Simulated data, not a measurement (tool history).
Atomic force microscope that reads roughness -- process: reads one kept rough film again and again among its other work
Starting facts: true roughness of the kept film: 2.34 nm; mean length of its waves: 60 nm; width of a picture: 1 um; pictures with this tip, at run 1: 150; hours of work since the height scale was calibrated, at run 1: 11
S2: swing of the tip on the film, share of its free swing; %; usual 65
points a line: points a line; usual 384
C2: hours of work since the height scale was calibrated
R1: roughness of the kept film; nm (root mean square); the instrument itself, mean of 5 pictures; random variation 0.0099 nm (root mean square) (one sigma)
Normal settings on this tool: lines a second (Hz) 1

Run 1, hour 0: usual settings; pictures with this tip 150; C2 11. Result: R1 2.222 nm (root mean square).
Run 2, hour 5.7: usual settings; pictures with this tip 161; C2 14. Result: R1 2.221 nm (root mean square).
Run 3, hour 13.1: usual settings but S2 67 %; pictures with this tip 174; C2 19. Result: R1 2.185 nm (root mean square).
Run 4, hour 17.2: usual settings but S2 67 %; pictures with this tip 182; C2 21. Result: R1 2.2 nm (root mean square).
Run 5, hour 21.9: usual settings but S2 67 %; pictures with this tip 191; C2 24. Result: R1 2.186 nm (root mean square).
Run 6, hour 27.1: usual settings but S2 72 %; pictures with this tip 201; C2 28. Result: R1 2.182 nm (root mean square).
Run 7, hour 34.9: usual settings but S2 72 %; pictures with this tip 215; C2 32. Result: R1 2.177 nm (root mean square).
Run 8, hour 39.1: usual settings; pictures with this tip 223; C2 35. Result: R1 2.192 nm (root mean square).
Run 9, hour 43: usual settings; pictures with this tip 230; C2 37. Result: R1 2.199 nm (root mean square).
Run 10, hour 48: usual settings but S2 87 %; pictures with this tip 240; C2 41. Result: R1 2.103 nm (root mean square).
Run 11, hour 55: usual settings but S2 87 %; pictures with this tip 253; C2 45. Result: R1 2.111 nm (root mean square).
Run 12, hour 61.8: usual settings but S2 87 %; pictures with this tip 266; C2 49. Result: R1 2.088 nm (root mean square).
Run 13, hour 68.2: usual settings but S2 87 %; pictures with this tip 278; C2 53. Result: R1 2.08 nm (root mean square).
Run 14, hour 77.6: usual settings but lines a second (Hz) 1.31; pictures with this tip 295; C2 59. Result: R1 2.171 nm (root mean square).
Run 15, hour 83: usual settings but lines a second (Hz) 1.31; pictures with this tip 305; C2 62. Result: R1 2.159 nm (root mean square).
Run 16, hour 90.6: usual settings but lines a second (Hz) 1.31; pictures with this tip 319; C2 67. Result: R1 2.151 nm (root mean square).
Run 17, hour 95.5: usual settings but lines a second (Hz) 3.13; pictures with this tip 329; C2 70. Result: R1 2.066 nm (root mean square).
Run 18, hour 102.5: usual settings but lines a second (Hz) 3.13, points a line 574; pictures with this tip 342; C2 74. Result: R1 2.084 nm (root mean square).
Run 19, hour 106.5: usual settings; pictures with this tip 349; C2 77. Result: R1 2.174 nm (root mean square).
At hour 113.6: new tip fitted.
Run 20, hour 115.5: usual settings; pictures with this tip 3; C2 82. Result: R1 2.25 nm (root mean square).
Run 21, hour 121.8: usual settings; pictures with this tip 15; C2 86. Result: R1 2.244 nm (root mean square).
Run 22, hour 128.5: usual settings but lines a second (Hz) 1.45; pictures with this tip 27; C2 90. Result: R1 2.228 nm (root mean square).
Run 23, hour 135.8: usual settings but lines a second (Hz) 1.45; pictures with this tip 41; C2 95. Result: R1 2.232 nm (root mean square).
Run 24, hour 143.8: usual settings but lines a second (Hz) 1.45; pictures with this tip 56; C2 100. Result: R1 2.216 nm (root mean square).
Run 25, hour 150.7: usual settings but lines a second (Hz) 1.45; pictures with this tip 69; C2 104. Result: R1 2.229 nm (root mean square).
Run 26, hour 154.8: usual settings but lines a second (Hz) 1.45; pictures with this tip 77; C2 106. Result: R1 2.216 nm (root mean square).
Run 27, hour 163.7: usual settings but lines a second (Hz) 1.02; pictures with this tip 93; C2 112. Result: R1 2.247 nm (root mean square).
Run 28, hour 171.9: usual settings but lines a second (Hz) 1.02; pictures with this tip 109; C2 117. Result: R1 2.237 nm (root mean square).
Run 29, hour 178.9: usual settings but lines a second (Hz) 1.02; pictures with this tip 122; C2 121. Result: R1 2.223 nm (root mean square).
Run 30, hour 184.7: usual settings but S2 74 %, points a line 898; pictures with this tip 133; C2 125. Result: R1 2.202 nm (root mean square).
Run 31, hour 190.2: usual settings but lines a second (Hz) 0.96, S2 57 %; pictures with this tip 143; C2 128. Result: R1 2.265 nm (root mean square).
Run 32, hour 195.8: usual settings but lines a second (Hz) 3.4, S2 74 %, points a line 286; pictures with this tip 153; C2 132. Result: R1 2.021 nm (root mean square).
Run 33, hour 203.2: usual settings but lines a second (Hz) 0.67, S2 68 %, points a line 852; pictures with this tip 167; C2 136. Result: R1 2.235 nm (root mean square).
Run 34, hour 210.6: usual settings but S2 82 %, points a line 470; pictures with this tip 181; C2 141. Result: R1 2.147 nm (root mean square).
Run 35, hour 215.2: usual settings but lines a second (Hz) 2.7; pictures with this tip 190; C2 144. Result: R1 2.133 nm (root mean square).
Run 36, hour 221.7: usual settings but S2 59 %; pictures with this tip 202; C2 148. Result: R1 2.227 nm (root mean square).
Run 37, hour 227.2: usual settings but S2 59 %; pictures with this tip 212; C2 151. Result: R1 2.217 nm (root mean square).
Run 38, hour 234.2: usual settings but lines a second (Hz) 1.51, points a line 819; pictures with this tip 225; C2 155. Result: R1 2.182 nm (root mean square).
Run 39, hour 238.6: usual settings but lines a second (Hz) 1.16, S2 88 %; pictures with this tip 233; C2 158. Result: R1 2.075 nm (root mean square).
Run 40, hour 247.4: usual settings but lines a second (Hz) 3.74, S2 67 %; pictures with this tip 250; C2 164. Result: R1 2.048 nm (root mean square).
Run 41, hour 252.1: usual settings but lines a second (Hz) 3.74, S2 67 %; pictures with this tip 259; C2 167. Result: R1 2.055 nm (root mean square).
Run 42, hour 260.5: usual settings but lines a second (Hz) 0.68, S2 76 %; pictures with this tip 275; C2 172. Result: R1 2.193 nm (root mean square).
Run 43, hour 265.3: usual settings but lines a second (Hz) 0.68, S2 76 %; pictures with this tip 283; C2 175. Result: R1 2.199 nm (root mean square).
Run 44, hour 274: usual settings but lines a second (Hz) 2.27, points a line 276; pictures with this tip 300; C2 180. Result: R1 2.13 nm (root mean square).
Run 45, hour 281.9: usual settings but lines a second (Hz) 2.27, points a line 276; pictures with this tip 314; C2 185. Result: R1 2.149 nm (root mean square).
Run 46, hour 286: usual settings but lines a second (Hz) 2.27, points a line 276; pictures with this tip 322; C2 187. Result: R1 2.116 nm (root mean square).
Run 47, hour 293: usual settings but lines a second (Hz) 1.17, S2 57 %, points a line 514; pictures with this tip 335; C2 192. Result: R1 2.197 nm (root mean square).
Run 48, hour 301.8: usual settings but lines a second (Hz) 0.89, points a line 339; pictures with this tip 352; C2 197. Result: R1 2.19 nm (root mean square).
At hour 307.3: new tip fitted.
Run 49, hour 311.1: usual settings but lines a second (Hz) 1.2, S2 64 %, points a line 748; pictures with this tip 7; C2 203. Result: R1 2.27 nm (root mean square).
Run 50, hour 317.5: usual settings but S2 66 %; pictures with this tip 19; C2 207. Result: R1 2.261 nm (root mean square).
Run 51, hour 321.9: usual settings but S2 66 %; pictures with this tip 27; C2 209. Result: R1 2.256 nm (root mean square).
Run 52, hour 327.2: usual settings but lines a second (Hz) 1.69, S2 66 %; pictures with this tip 37; C2 213. Result: R1 2.206 nm (root mean square).
Run 53, hour 334.9: usual settings but lines a second (Hz) 0.9, points a line 441; pictures with this tip 52; C2 217. Result: R1 2.25 nm (root mean square).
Run 54, hour 339.2: usual settings but lines a second (Hz) 0.81, points a line 740; pictures with this tip 60; C2 220. Result: R1 2.262 nm (root mean square).

Take each entry between the runs: how does the hidden state at the last listed run before it differ from the hidden state at the first listed run after it?
After run 19, before run 20: new tip fitted (hour 113.6)
  radius of the tip, nm: 21.2 -> 5.2
  difference, measured minus the result without the unlogged condition, R1: -0.089 -> +0 nm (root mean square)
After run 48, before run 49: new tip fitted (hour 307.3)
  radius of the tip, nm: 19.8 -> 5.3; height scale over the true one, %: -0.05 -> -0.06
  difference, measured minus the result without the unlogged condition, R1: -0.083 -> -0.003 nm (root mean square)
